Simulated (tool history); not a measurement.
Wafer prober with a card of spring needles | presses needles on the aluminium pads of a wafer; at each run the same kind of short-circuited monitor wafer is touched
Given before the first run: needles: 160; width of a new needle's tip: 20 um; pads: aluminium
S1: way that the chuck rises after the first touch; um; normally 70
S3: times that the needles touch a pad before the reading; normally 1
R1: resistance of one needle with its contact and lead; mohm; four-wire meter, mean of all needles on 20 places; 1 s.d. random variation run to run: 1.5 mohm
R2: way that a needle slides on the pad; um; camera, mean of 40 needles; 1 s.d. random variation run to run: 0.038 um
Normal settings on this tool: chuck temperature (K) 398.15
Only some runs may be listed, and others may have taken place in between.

run 1 hour=0.0 | S1=70 chuck_temperature_(K)=398.15 S3=1 | R1=162 R2=17.89
-- hour=4.8 tips cleaned on abrasive film
-- hour=17.5 tips cleaned on abrasive film
-- hour=27.8 tips cleaned on abrasive film
run 2 hour=31.7 | S1=70 chuck_temperature_(K)=398.15 S3=1 | R1=159 R2=17.88
-- hour=39.4 tips cleaned on abrasive film
-- hour=52.0 tips cleaned on abrasive film
-- hour=64.6 tips cleaned on abrasive film
run 3 hour=74.2 | S1=70 chuck_temperature_(K)=398.15 S3=1 | R1=167 R2=17.73
-- hour=76.9 tips cleaned on abrasive film
-- hour=87.1 tips cleaned on abrasive film
-- hour=99.9 tips cleaned on abrasive film
run 4 hour=101.3 | S1=70 chuck_temperature_(K)=334.15 S3=1 | R1=148 R2=17.62
-- hour=111.5 tips cleaned on abrasive film
-- hour=121.7 tips cleaned on abrasive film
-- hour=127.1 height of the first contact set anew
-- hour=134.8 tips cleaned on abrasive film
-- hour=147.1 tips cleaned on abrasive film
run 5 hour=151.2 | S1=70 chuck_temperature_(K)=398.15 S3=1 | R1=157 R2=18.18
-- hour=158.9 tips cleaned on abrasive film
-- hour=169.2 tips cleaned on abrasive film
-- hour=181.7 tips cleaned on abrasive film
run 6 hour=184.9 | S1=70 chuck_temperature_(K)=398.15 S3=1 | R1=157 R2=18.12
-- hour=192.6 tips cleaned on abrasive film
-- hour=205.0 tips cleaned on abrasive film
run 7 hour=214.9 | S1=70 chuck_temperature_(K)=398.15 S3=1 | R1=167 R2=18.08
-- hour=217.5 tips cleaned on abrasive film
-- hour=227.7 tips cleaned on abrasive film
-- hour=240.5 tips cleaned on abrasive film
run 8 hour=250.3 | S1=70 chuck_temperature_(K)=398.15 S3=1 | R1=168 R2=17.93
-- hour=252.7 tips cleaned on abrasive film
-- hour=265.4 tips cleaned on abrasive film
run 9 hour=273.8 | S1=70 chuck_temperature_(K)=398.15 S3=1 | R1=167 R2=17.87
-- hour=276.5 tips cleaned on abrasive film
-- hour=286.7 tips cleaned on abrasive film
-- hour=299.5 tips cleaned on abrasive film
-- hour=312.0 tips cleaned on abrasive film
-- hour=322.4 tips cleaned on abrasive film
run 10 hour=322.4 | S1=70 chuck_temperature_(K)=398.15 S3=1 | R1=152 R2=17.75
-- hour=332.6 tips cleaned on abrasive film
-- hour=344.0 tips cleaned on abrasive film
run 11 hour=344.0 | S1=70 chuck_temperature_(K)=398.15 S3=2 | R1=153 R2=17.69
-- hour=356.3 tips cleaned on abrasive film
-- hour=368.5 tips cleaned on abrasive film
-- hour=378.9 height of the first contact set anew
-- hour=381.5 tips cleaned on abrasive film
run 12 hour=385.6 | S1=70 chuck_temperature_(K)=398.15 S3=2 | R1=155 R2=18.15
-- hour=393.3 tips cleaned on abrasive film
-- hour=406.1 tips cleaned on abrasive film
-- hour=418.5 tips cleaned on abrasive film
-- hour=428.8 tips cleaned on abrasive film
run 13 hour=429.0 | S1=70 chuck_temperature_(K)=398.15 S3=2 | R1=154 R2=18.05
-- hour=439.2 tips cleaned on abrasive film
-- hour=451.9 tips cleaned on abrasive film
-- hour=464.7 tips cleaned on abrasive film
run 14 hour=468.3 | S1=70 chuck_temperature_(K)=398.15 S3=1 | R1=161 R2=17.97
-- hour=475.3 tips cleaned on abrasive film
-- hour=485.6 tips cleaned on abrasive film
-- hour=498.3 tips cleaned on abrasive film
-- hour=510.4 tips cleaned on abrasive film
run 15 hour=510.4 | S1=70 chuck_temperature_(K)=398.15 S3=1 | R1=151 R2=17.84
-- hour=523.1 tips cleaned on abrasive film
-- hour=535.4 tips cleaned on abrasive film
run 16 hour=535.4 | S1=70 chuck_temperature_(K)=398.15 S3=1 | R1=153 R2=17.80
-- hour=548.0 tips cleaned on abrasive film
-- hour=560.8 tips cleaned on abrasive film
-- hour=572.3 tips cleaned on abrasive film
run 17 hour=572.3 | S1=70 chuck_temperature_(K)=396.15 S3=1 | R1=154 R2=17.68
-- hour=585.1 tips cleaned on abrasive film
run 18 hour=594.1 | S1=90 chuck_temperature_(K)=330.15 S3=1 | R1=147 R2=22.89
-- hour=596.7 tips cleaned on abrasive film
-- hour=609.5 tips cleaned on abrasive film
-- hour=622.2 tips cleaned on abrasive film
-- hour=630.1 height of the first contact set anew
-- hour=632.8 tips cleaned on abrasive film
-- hour=644.9 tips cleaned on abrasive film
run 19 hour=644.9 | S1=90 chuck_temperature_(K)=330.15 S3=1 | R1=139 R2=23.36
-- hour=657.4 tips cleaned on abrasive film
-- hour=670.2 tips cleaned on abrasive film
run 20 hour=670.8 | S1=90 chuck_temperature_(K)=330.15 S3=1 | R1=137 R2=23.32
-- hour=680.8 tips cleaned on abrasive film
-- hour=693.6 tips cleaned on abrasive film
-- hour=706.2 tips cleaned on abrasive film
-- hour=717.8 tips cleaned on abrasive film
run 21 hour=717.8 | S1=90 chuck_temperature_(K)=330.15 S3=1 | R1=140 R2=23.24
-- hour=730.6 tips cleaned on abrasive film
-- hour=742.8 tips cleaned on abrasive film
run 22 hour=742.8 | S1=90 chuck_temperature_(K)=330.15 S3=1 | R1=138 R2=23.14
-- hour=755.5 tips cleaned on abrasive film
run 23 hour=764.8 | S1=90 chuck_temperature_(K)=330.15 S3=1 | R1=153 R2=23.10
-- hour=767.5 tips cleaned on abrasive film
-- hour=780.1 tips cleaned on abrasive film
-- hour=792.5 tips cleaned on abrasive film
-- hour=805.2 tips cleaned on abrasive film
run 24 hour=810.5 | S1=90 chuck_temperature_(K)=330.15 S3=1 | R1=149 R2=23.02
-- hour=815.6 tips cleaned on abrasive film
-- hour=828.3 tips cleaned on abrasive film
-- hour=841.0 tips cleaned on abrasive film
-- hour=853.3 tips cleaned on abrasive film
run 25 hour=853.3 | S1=90 chuck_temperature_(K)=321.15 S3=2 | R1=138 R2=22.91
-- hour=866.0 tips cleaned on abrasive film
-- hour=878.7 tips cleaned on abrasive film
-- hour=881.5 height of the first contact set anew
run 26 hour=886.0 | S1=69 chuck_temperature_(K)=398.15 S3=1 | R1=165 R2=18.01
-- hour=891.1 tips cleaned on abrasive film
-- hour=903.6 tips cleaned on abrasive film
run 27 hour=913.4 | S1=80 chuck_temperature_(K)=398.15 S3=1 | R1=164 R2=20.70

What if the next run were any one of these 5? Each begins from the tool's condition after run 27:
-- hour=916.0 tips cleaned on abrasive film
-- hour=928.8 tips cleaned on abrasive film
-- hour=941.6 tips cleaned on abrasive film
run A hour=948.6 | S1=70 chuck_temperature_(K)=303.15 S3=3 | R1=? R2=?
-- hour=916.0 tips cleaned on abrasive film
-- hour=928.8 tips cleaned on abrasive film
-- hour=941.6 tips cleaned on abrasive film
run B hour=948.6 | S1=80 chuck_temperature_(K)=398.15 S3=3 | R1=? R2=?
-- hour=916.0 tips cleaned on abrasive film
-- hour=928.8 tips cleaned on abrasive film
-- hour=941.6 tips cleaned on abrasive film
run C hour=948.6 | S1=70 chuck_temperature_(K)=371.15 S3=1 | R1=? R2=?
-- hour=916.0 tips cleaned on abrasive film
-- hour=928.8 tips cleaned on abrasive film
-- hour=941.6 tips cleaned on abrasive film
run D hour=948.6 | S1=54 chuck_temperature_(K)=330.15 S3=1 | R1=? R2=?
-- hour=916.0 tips cleaned on abrasive film
-- hour=928.8 tips cleaned on abrasive film
-- hour=941.6 tips cleaned on abrasive film
run E hour=948.6 | S1=85 chuck_temperature_(K)=310.15 S3=1 | R1=? R2=?

run=A R1=144 R2=18.08
run=B R1=155 R2=20.66
run=C R1=164 R2=18.14
run=D R1=178 R2=13.85
run=E R1=151 R2=22.01
Had the tool no hidden state, the same runs would have come out as:
run=A R1=133 R2=18.23
run=B R1=147 R2=20.82
run=C R1=142 R2=18.30
run=D R1=141 R2=14.01
run=E R1=134 R2=22.17

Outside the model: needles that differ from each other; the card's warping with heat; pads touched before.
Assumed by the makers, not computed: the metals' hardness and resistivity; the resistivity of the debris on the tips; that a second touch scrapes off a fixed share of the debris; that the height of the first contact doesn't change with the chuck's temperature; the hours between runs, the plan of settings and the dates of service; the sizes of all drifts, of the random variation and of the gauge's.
